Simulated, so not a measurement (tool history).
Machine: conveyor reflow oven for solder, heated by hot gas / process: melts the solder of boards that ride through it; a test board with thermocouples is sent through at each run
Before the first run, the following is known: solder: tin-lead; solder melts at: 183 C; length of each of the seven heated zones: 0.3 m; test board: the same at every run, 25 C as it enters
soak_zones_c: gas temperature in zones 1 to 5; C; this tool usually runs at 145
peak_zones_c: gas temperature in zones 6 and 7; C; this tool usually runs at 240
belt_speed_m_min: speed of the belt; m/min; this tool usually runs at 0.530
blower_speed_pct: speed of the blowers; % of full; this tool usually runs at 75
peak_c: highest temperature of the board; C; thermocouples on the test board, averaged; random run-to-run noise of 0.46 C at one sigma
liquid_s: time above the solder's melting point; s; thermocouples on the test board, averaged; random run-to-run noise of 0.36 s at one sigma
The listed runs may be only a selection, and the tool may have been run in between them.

| run | hour | soak_zones_c | peak_zones_c | belt_speed_m_min | blower_speed_pct | peak_c | liquid_s |
|---|---|---|---|---|---|---|---|
| 1 | 0.0 | 145 | 240 | 0.530 | 75 | 219.2 | 54.1 |
| 2 | 6.1 | 145 | 240 | 0.530 | 63 | 215.5 | 50.8 |
| 3 | 11.3 | 145 | 240 | 0.530 | 63 | 216.3 | 51.0 |
| 4 | 20.1 | 145 | 240 | 0.530 | 63 | 215.3 | 50.4 |
| 5 | 31.1 | 145 | 240 | 0.530 | 63 | 214.9 | 50.7 |
| 6 | 40.5 | 145 | 248 | 0.530 | 63 | 221.4 | 55.3 |
|  | 48.2 | flux residue cleaned out of gas plates and filters |
| 7 | 55.8 | 145 | 248 | 0.530 | 63 | 223.5 | 57.2 |
| 8 | 65.1 | 145 | 248 | 0.530 | 63 | 223.7 | 57.2 |
| 9 | 76.4 | 138 | 240 | 0.530 | 75 | 219.9 | 52.2 |
| 10 | 84.7 | 138 | 240 | 0.530 | 75 | 218.8 | 52.3 |
| 11 | 91.1 | 145 | 240 | 0.530 | 57 | 214.7 | 49.9 |
| 12 | 101.6 | 145 | 240 | 0.533 | 75 | 219.1 | 54.4 |
| 13 | 107.9 | 145 | 240 | 0.533 | 75 | 221.7 | 54.5 |
| 14 | 115.9 | 145 | 240 | 0.524 | 75 | 220.6 | 55.9 |
| 15 | 123.9 | 145 | 240 | 0.471 | 75 | 224.1 | 65.1 |
| 16 | 135.5 | 145 | 240 | 0.530 | 75 | 220.9 | 55.3 |
| 17 | 145.4 | 146 | 248 | 0.530 | 75 | 227.3 | 59.2 |
| 18 | 153.4 | 146 | 248 | 0.530 | 75 | 227.3 | 59.6 |
| 19 | 158.4 | 146 | 253 | 0.567 | 75 | 228.1 | 55.9 |
| 20 | 169.0 | 153 | 237 | 0.494 | 70 | 220.2 | 62.0 |
| 21 | 179.1 | 153 | 237 | 0.494 | 71 | 219.8 | 63.3 |
| 22 | 186.5 | 150 | 247 | 0.530 | 60 | 221.8 | 57.1 |
| 23 | 197.5 | 150 | 234 | 0.530 | 71 | 214.4 | 53.4 |
| 24 | 203.9 | 157 | 230 | 0.486 | 76 | 216.8 | 63.2 |
| 25 | 210.2 | 143 | 245 | 0.486 | 54 | 218.9 | 57.7 |
| 26 | 216.0 | 137 | 244 | 0.428 | 75 | 229.3 | 72.6 |
| 27 | 225.4 | 147 | 240 | 0.638 | 71 | 212.6 | 40.4 |
| 28 | 233.6 | 147 | 240 | 0.638 | 71 | 211.6 | 40.6 |
| 29 | 244.6 | 148 | 233 | 0.471 | 69 | 216.6 | 61.2 |
| 30 | 255.9 | 158 | 240 | 0.460 | 70 | 225.1 | 73.2 |
| 31 | 262.9 | 158 | 240 | 0.460 | 70 | 224.5 | 72.3 |

Consider 3 possible next runs. They are alternatives, not a sequence: every one starts from the tool as it was left by run 31. What does each give?
| A | 269.8 | 158 | 240 | 0.483 | 73 | ? | ? |
| B | 269.8 | 145 | 240 | 0.504 | 64 | ? | ? |
| C | 269.8 | 145 | 240 | 0.474 | 75 | ? | ? |

| run | peak_c | liquid_s |
|---|---|---|
| A | 224.7 | 69.3 |
| B | 217.4 | 55.2 |
| C | 223.0 | 63.7 |
Take away the tool's hidden state, keep each run's random variation, and the runs would have read:
| run | peak_c | liquid_s |
|---|---|---|
| A | 226.5 | 69.6 |
| B | 219.3 | 56.1 |
| C | 225.0 | 64.3 |

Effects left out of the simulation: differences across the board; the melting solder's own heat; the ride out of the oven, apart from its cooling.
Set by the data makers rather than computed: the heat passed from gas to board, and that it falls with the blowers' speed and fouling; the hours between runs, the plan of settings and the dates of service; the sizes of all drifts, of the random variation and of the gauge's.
